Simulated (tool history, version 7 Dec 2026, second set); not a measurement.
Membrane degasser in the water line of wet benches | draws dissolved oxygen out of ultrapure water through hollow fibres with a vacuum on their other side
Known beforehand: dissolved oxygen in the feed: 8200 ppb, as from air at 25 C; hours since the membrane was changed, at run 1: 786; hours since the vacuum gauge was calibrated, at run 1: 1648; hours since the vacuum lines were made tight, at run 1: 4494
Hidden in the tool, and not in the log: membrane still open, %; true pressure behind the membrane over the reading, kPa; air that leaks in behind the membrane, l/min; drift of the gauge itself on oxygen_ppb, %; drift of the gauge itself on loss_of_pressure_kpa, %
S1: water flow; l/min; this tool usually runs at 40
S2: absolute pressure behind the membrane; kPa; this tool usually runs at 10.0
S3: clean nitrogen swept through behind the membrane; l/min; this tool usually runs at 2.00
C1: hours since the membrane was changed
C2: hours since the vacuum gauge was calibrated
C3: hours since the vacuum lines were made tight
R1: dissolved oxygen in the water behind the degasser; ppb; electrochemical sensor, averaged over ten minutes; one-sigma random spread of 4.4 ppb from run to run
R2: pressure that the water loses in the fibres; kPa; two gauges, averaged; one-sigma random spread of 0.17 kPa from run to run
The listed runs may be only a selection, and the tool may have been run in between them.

| run | day | S1 | S2 | S3 | C1 | C2 | C3 | R1 | R2 |
|---|---|---|---|---|---|---|---|---|---|
| 1 | 0.000 | 40 | 10.0 | 2.00 | 786 | 1648 | 4494 | 452.0 | 28.08 |
| 2 | 3.233 | 39 | 10.0 | 2.00 | 864 | 1726 | 4571 | 433.4 | 27.18 |
| 3 | 4.704 | 40 | 10.0 | 2.00 | 899 | 1761 | 4606 | 455.9 | 28.28 |
| 4 | 7.933 | 40 | 10.0 | 2.00 | 977 | 1839 | 4684 | 446.6 | 28.12 |
| 5 | 10.138 | 40 | 10.0 | 2.00 | 1029 | 1891 | 4737 | 455.8 | 28.31 |
| 6 | 11.633 | 45 | 10.0 | 2.00 | 1065 | 1927 | 4773 | 545.8 | 31.78 |
|  | 12.375 | seals of the vacuum lines changed |
| 7 | 13.900 | 60 | 10.0 | 2.00 | 1118 | 1980 | 37 | 833.5 | 42.18 |
| 8 | 15.600 | 60 | 10.0 | 2.00 | 1159 | 2020 | 77 | 843.4 | 42.51 |
| 9 | 17.633 | 60 | 10.0 | 2.00 | 1207 | 2069 | 126 | 848.4 | 42.47 |
| 10 | 20.888 | 60 | 10.0 | 2.00 | 1286 | 2147 | 204 | 827.7 | 42.37 |
| 11 | 22.571 | 40 | 10.0 | 2.00 | 1326 | 2188 | 245 | 463.0 | 28.35 |
| 12 | 24.621 | 40 | 10.0 | 2.00 | 1375 | 2237 | 294 | 450.8 | 28.16 |
| 13 | 27.000 | 40 | 10.0 | 2.00 | 1432 | 2294 | 351 | 454.9 | 28.32 |
| 14 | 30.246 | 40 | 10.0 | 2.00 | 1510 | 2372 | 429 | 456.1 | 28.27 |
| 15 | 32.800 | 40 | 9.1 | 2.00 | 1571 | 2433 | 490 | 413.9 | 28.32 |
| 16 | 35.846 | 40 | 9.1 | 2.00 | 1645 | 2506 | 563 | 422.6 | 28.33 |
| 17 | 39.188 | 30 | 22.8 | 2.00 | 1725 | 2587 | 643 | 698.2 | 21.40 |
| 18 | 42.471 | 31 | 21.4 | 4.58 | 1803 | 2665 | 722 | 354.0 | 22.26 |
| 19 | 44.267 | 33 | 10.0 | 3.53 | 1847 | 2709 | 765 | 238.0 | 23.62 |
| 20 | 46.417 | 33 | 10.0 | 3.53 | 1898 | 2760 | 817 | 243.0 | 23.23 |
| 21 | 47.983 | 29 | 7.9 | 1.14 | 1936 | 2798 | 855 | 312.7 | 20.39 |
| 22 | 51.167 | 40 | 12.7 | 0.94 | 2012 | 2874 | 931 | 884.8 | 28.20 |
| 23 | 54.000 | 38 | 8.7 | 2.51 | 2080 | 2942 | 999 | 330.6 | 27.01 |
| 24 | 56.992 | 40 | 16.9 | 1.18 | 2152 | 3014 | 1071 | 1032.0 | 28.60 |
| 25 | 60.267 | 40 | 16.9 | 1.18 | 2231 | 3092 | 1149 | 1019.1 | 28.16 |
| 26 | 63.312 | 40 | 24.2 | 2.00 | 2304 | 3166 | 1223 | 985.2 | 28.35 |
| 27 | 64.858 | 40 | 14.6 | 1.60 | 2341 | 3203 | 1260 | 739.1 | 28.55 |
| 28 | 66.842 | 24 | 14.6 | 1.64 | 2388 | 3250 | 1307 | 397.5 | 17.17 |
| 29 | 69.508 | 40 | 18.5 | 2.00 | 2452 | 3314 | 1371 | 799.4 | 28.83 |
| 30 | 70.988 | 26 | 21.1 | 2.99 | 2488 | 3350 | 1407 | 400.2 | 18.58 |
| 31 | 74.367 | 26 | 21.1 | 2.99 | 2569 | 3431 | 1488 | 399.9 | 18.54 |
| 32 | 77.142 | 44 | 6.1 | 1.94 | 2636 | 3498 | 1554 | 370.1 | 31.66 |

Alternative continuations, all from the tool just after run 32; predict every row:
| A | 78.954 | 27 | 6.5 | 2.32 | 2679 | 3541 | 1598 | ? | ? |
| B | 78.954 | 28 | 16.1 | 2.00 | 2679 | 3541 | 1598 | ? | ? |
| C | 78.954 | 43 | 13.5 | 2.87 | 2679 | 3541 | 1598 | ? | ? |
| D | 78.954 | 44 | 6.1 | 1.94 | 2679 | 3541 | 1598 | ? | ? |

| run | R1 | R2 |
|---|---|---|
| A | 141.9 | 19.12 |
| B | 456.6 | 20.07 |
| C | 540.7 | 30.65 |
| D | 366.8 | 31.49 |
With no hidden state in the tool, these same runs would have given:
| run | R1 | R2 |
|---|---|---|
| A | 130.0 | 18.75 |
| B | 441.5 | 19.68 |
| C | 517.9 | 30.06 |
| D | 340.3 | 30.87 |

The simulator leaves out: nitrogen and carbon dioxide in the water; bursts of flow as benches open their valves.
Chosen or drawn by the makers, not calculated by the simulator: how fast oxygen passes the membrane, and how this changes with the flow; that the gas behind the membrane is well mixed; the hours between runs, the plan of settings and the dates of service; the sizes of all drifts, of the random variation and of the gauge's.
